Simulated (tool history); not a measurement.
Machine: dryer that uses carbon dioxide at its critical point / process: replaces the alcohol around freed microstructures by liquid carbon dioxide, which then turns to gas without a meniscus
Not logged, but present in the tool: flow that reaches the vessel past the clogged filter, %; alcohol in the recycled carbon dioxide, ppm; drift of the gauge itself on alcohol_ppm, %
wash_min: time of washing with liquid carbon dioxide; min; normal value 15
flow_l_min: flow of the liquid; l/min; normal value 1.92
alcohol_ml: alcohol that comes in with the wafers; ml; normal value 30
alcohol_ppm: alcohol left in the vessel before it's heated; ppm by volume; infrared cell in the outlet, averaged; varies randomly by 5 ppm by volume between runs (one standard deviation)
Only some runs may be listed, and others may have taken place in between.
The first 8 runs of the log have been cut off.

run   hour  wash_min  flow_l_min  alcohol_ml  hours of work since the filter was changed  hours of work since the purifier's bed was changed  alcohol_ppm
  9   93.7        15        1.94          30                                          61                                                 310           79
 10  105.3        15        1.94          30                                          68                                                 317           77
 11  113.4        15        1.94          30                                          73                                                 322           86
 12  123.0        15        1.92          30                                          79                                                 327           98
 13  131.3        15        1.92          30                                          84                                                 332           83
 14  140.1        15        1.92          30                                          89                                                 338           95
 15  146.0        15        1.92          30                                          93                                                 341           94
 16  157.7        15        2.90          48                                         100                                                 348           78
 17  170.7        15        1.97          69                                         107                                                 356          105
 18  182.7        15        2.96          45                                         114                                                 363           85
 19  197.1        15        2.96          45                                         123                                                 372          100
 20  210.3        14        1.92          20                                         131                                                 379           88
 21  222.4        15        2.85          71                                         138                                                 387           82
 22  231.2        15        2.93          30                                         143                                                 392           92
 23  238.4        15        1.92          53                                         148                                                 396          110
 24  246.7        20        2.93          30                                         153                                                 401           89

What will run 25 give?
 25  260.8        20        2.93          30                                         161                                                 410            ?

Run 25 measured alcohol_ppm 90 ppm by volume.
The same run, on a tool lacking any hidden state, would have yielded alcohol_ppm 4 ppm by volume.

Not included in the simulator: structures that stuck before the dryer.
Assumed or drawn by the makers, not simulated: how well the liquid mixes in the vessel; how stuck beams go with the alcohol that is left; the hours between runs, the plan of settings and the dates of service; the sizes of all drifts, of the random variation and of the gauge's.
